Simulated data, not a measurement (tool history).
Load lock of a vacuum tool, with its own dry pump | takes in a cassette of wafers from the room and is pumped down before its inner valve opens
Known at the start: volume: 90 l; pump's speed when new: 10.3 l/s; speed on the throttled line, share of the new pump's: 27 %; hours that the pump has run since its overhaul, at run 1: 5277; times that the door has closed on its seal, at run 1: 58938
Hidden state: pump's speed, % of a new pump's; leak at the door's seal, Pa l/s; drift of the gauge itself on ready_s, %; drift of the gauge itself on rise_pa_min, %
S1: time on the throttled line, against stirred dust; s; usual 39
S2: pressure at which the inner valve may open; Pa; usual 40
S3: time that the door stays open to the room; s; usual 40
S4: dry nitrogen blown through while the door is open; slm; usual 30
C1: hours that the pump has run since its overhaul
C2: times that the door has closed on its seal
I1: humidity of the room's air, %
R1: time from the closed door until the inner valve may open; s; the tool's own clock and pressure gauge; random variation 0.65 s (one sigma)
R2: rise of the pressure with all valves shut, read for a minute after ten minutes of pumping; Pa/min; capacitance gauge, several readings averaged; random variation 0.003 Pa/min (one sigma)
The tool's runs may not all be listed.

{"run": 1, "day": 0.0, "S1": 39, "S2": 40, "S3": 40, "S4": 30, "C1": 5277, "C2": 58938, "I1": 44.3, "R1": 99.3, "R2": 0.435}
{"run": 2, "day": 27.579, "S1": 39, "S2": 40, "S3": 40, "S4": 30, "C1": 5939, "C2": 60826, "I1": 46.0, "R1": 100.6, "R2": 0.467}
{"run": 3, "day": 41.071, "S1": 39, "S2": 40, "S3": 100, "S4": 30, "C1": 6263, "C2": 61749, "I1": 41.9, "R1": 101.5, "R2": 0.487}
{"run": 4, "day": 54.854, "S1": 66, "S2": 40, "S3": 40, "S4": 30, "C1": 6594, "C2": 62693, "I1": 45.8, "R1": 120.6, "R2": 0.5}
{"run": 5, "day": 84.746, "S1": 66, "S2": 40, "S3": 40, "S4": 30, "C1": 7311, "C2": 64739, "I1": 44.3, "R1": 120.4, "R2": 0.519}
{"run": 6, "day": 102.208, "S1": 39, "S2": 40, "S3": 40, "S4": 13, "C1": 7730, "C2": 65934, "I1": 39.4, "R1": 102.3, "R2": 0.551}
{"run": 7, "day": 122.429, "S1": 39, "S2": 40, "S3": 40, "S4": 13, "C1": 8216, "C2": 67318, "I1": 44.6, "R1": 102.3, "R2": 0.569}
{"run": 8, "day": 148.162, "S1": 39, "S2": 40, "S3": 40, "S4": 30, "C1": 8833, "C2": 69079, "I1": 44.5, "R1": 102.0, "R2": 0.585}
{"day": 164.9, "done": "door's seal changed, seat wiped"}
{"run": 9, "day": 165.404, "S1": 39, "S2": 40, "S3": 40, "S4": 30, "C1": 9246, "C2": 35, "I1": 41.4, "R1": 103.6, "R2": 0.009}
{"run": 10, "day": 192.104, "S1": 39, "S2": 40, "S3": 65, "S4": 30, "C1": 9886, "C2": 1862, "I1": 50.1, "R1": 104.4, "R2": 0.019}
{"run": 11, "day": 205.25, "S1": 39, "S2": 40, "S3": 65, "S4": 30, "C1": 10202, "C2": 2762, "I1": 46.8, "R1": 103.9, "R2": 0.02}
{"run": 12, "day": 226.738, "S1": 39, "S2": 40, "S3": 49, "S4": 30, "C1": 10717, "C2": 4232, "I1": 43.0, "R1": 104.2, "R2": 0.023}
{"run": 13, "day": 246.796, "S1": 39, "S2": 40, "S3": 49, "S4": 30, "C1": 11199, "C2": 5605, "I1": 45.1, "R1": 103.8, "R2": 0.024}
{"run": 14, "day": 276.142, "S1": 39, "S2": 40, "S3": 56, "S4": 30, "C1": 11903, "C2": 7614, "I1": 48.2, "R1": 105.2, "R2": 0.034}
{"run": 15, "day": 303.338, "S1": 39, "S2": 40, "S3": 40, "S4": 30, "C1": 12556, "C2": 9475, "I1": 44.2, "R1": 106.7, "R2": 0.032}
{"run": 16, "day": 318.65, "S1": 51, "S2": 40, "S3": 40, "S4": 30, "C1": 12923, "C2": 10523, "I1": 47.1, "R1": 113.9, "R2": 0.04}
{"run": 17, "day": 342.492, "S1": 39, "S2": 40, "S3": 40, "S4": 30, "C1": 13496, "C2": 12155, "I1": 45.1, "R1": 107.4, "R2": 0.054}
{"run": 18, "day": 359.75, "S1": 39, "S2": 40, "S3": 40, "S4": 30, "C1": 13910, "C2": 13336, "I1": 43.3, "R1": 108.2, "R2": 0.058}
{"run": 19, "day": 383.075, "S1": 39, "S2": 40, "S3": 40, "S4": 30, "C1": 14470, "C2": 14933, "I1": 45.1, "R1": 108.5, "R2": 0.057}
{"run": 20, "day": 409.125, "S1": 39, "S2": 40, "S3": 40, "S4": 30, "C1": 15095, "C2": 16715, "I1": 42.5, "R1": 109.0, "R2": 0.066}
{"run": 21, "day": 424.35, "S1": 70, "S2": 64, "S3": 32, "S4": 6, "C1": 15460, "C2": 17757, "I1": 49.0, "R1": 125.5, "R2": 0.089}
{"run": 22, "day": 440.738, "S1": 70, "S2": 64, "S3": 32, "S4": 6, "C1": 15854, "C2": 18879, "I1": 44.5, "R1": 125.7, "R2": 0.098}
{"run": 23, "day": 467.346, "S1": 40, "S2": 70, "S3": 60, "S4": 30, "C1": 16492, "C2": 20700, "I1": 48.9, "R1": 106.7, "R2": 0.093}
{"run": 24, "day": 486.708, "S1": 39, "S2": 31, "S3": 40, "S4": 30, "C1": 16957, "C2": 22025, "I1": 42.6, "R1": 114.3, "R2": 0.101}
{"run": 25, "day": 499.408, "S1": 39, "S2": 31, "S3": 40, "S4": 30, "C1": 17262, "C2": 22894, "I1": 44.5, "R1": 111.8, "R2": 0.099}
{"day": 518.154, "done": "dry pump taken out, an overhauled one fitted"}
{"run": 26, "day": 520.308, "S1": 39, "S2": 31, "S3": 40, "S4": 30, "C1": 52, "C2": 24308, "I1": 45.8, "R1": 98.4, "R2": 0.112}
{"run": 27, "day": 537.3, "S1": 39, "S2": 31, "S3": 40, "S4": 30, "C1": 460, "C2": 25471, "I1": 46.9, "R1": 99.4, "R2": 0.125}
{"run": 28, "day": 551.65, "S1": 71, "S2": 29, "S3": 29, "S4": 10, "C1": 804, "C2": 26453, "I1": 42.0, "R1": 121.4, "R2": 0.132}
{"run": 29, "day": 578.412, "S1": 71, "S2": 29, "S3": 29, "S4": 10, "C1": 1446, "C2": 28284, "I1": 45.7, "R1": 123.6, "R2": 0.145}
{"run": 30, "day": 604.342, "S1": 71, "S2": 33, "S3": 29, "S4": 10, "C1": 2069, "C2": 30059, "I1": 43.1, "R1": 123.7, "R2": 0.162}
{"run": 31, "day": 619.817, "S1": 71, "S2": 33, "S3": 29, "S4": 10, "C1": 2440, "C2": 31118, "I1": 45.6, "R1": 123.2, "R2": 0.166}
{"run": 32, "day": 642.35, "S1": 39, "S2": 40, "S3": 40, "S4": 10, "C1": 2981, "C2": 32661, "I1": 43.3, "R1": 98.5, "R2": 0.181}
{"run": 33, "day": 657.958, "S1": 39, "S2": 67, "S3": 95, "S4": 19, "C1": 3355, "C2": 33729, "I1": 45.6, "R1": 93.1, "R2": 0.195}
{"run": 34, "day": 679.083, "S1": 39, "S2": 31, "S3": 40, "S4": 30, "C1": 3862, "C2": 35175, "I1": 44.9, "R1": 101.8, "R2": 0.197}

Measured less the same run without the tool's hidden state. The same run-to-run variation is in both; the gauge's scatter may not be:
run=1 R1=+3.4 R2=+0.431
run=2 R1=+4.0 R2=+0.457
run=3 R1=+4.3 R2=+0.469
run=4 R1=+4.0 R2=+0.487
run=5 R1=+4.7 R2=+0.509
run=6 R1=+5.5 R2=+0.538
run=7 R1=+6.0 R2=+0.553
run=8 R1=+6.3 R2=+0.576
run=9 R1=+6.8 R2=+0.000
run=10 R1=+7.3 R2=+0.004
run=11 R1=+7.5 R2=+0.007
run=12 R1=+8.0 R2=+0.011
run=13 R1=+8.4 R2=+0.015
run=14 R1=+9.0 R2=+0.022
run=15 R1=+9.7 R2=+0.028
run=16 R1=+9.3 R2=+0.033
run=17 R1=+10.5 R2=+0.039
run=18 R1=+11.0 R2=+0.045
run=19 R1=+11.5 R2=+0.050
run=20 R1=+12.2 R2=+0.059
run=21 R1=+9.8 R2=+0.065
run=22 R1=+10.2 R2=+0.072
run=23 R1=+12.5 R2=+0.083
run=24 R1=+14.8 R2=+0.092
run=25 R1=+14.8 R2=+0.094
run=26 R1=-0.3 R2=+0.104
run=27 R1=+0.0 R2=+0.112
run=28 R1=+0.2 R2=+0.120
run=29 R1=+0.7 R2=+0.130
run=30 R1=+1.1 R2=+0.142
run=31 R1=+1.2 R2=+0.150
run=32 R1=+1.8 R2=+0.168
run=33 R1=+1.9 R2=+0.175
run=34 R1=+2.6 R2=+0.184

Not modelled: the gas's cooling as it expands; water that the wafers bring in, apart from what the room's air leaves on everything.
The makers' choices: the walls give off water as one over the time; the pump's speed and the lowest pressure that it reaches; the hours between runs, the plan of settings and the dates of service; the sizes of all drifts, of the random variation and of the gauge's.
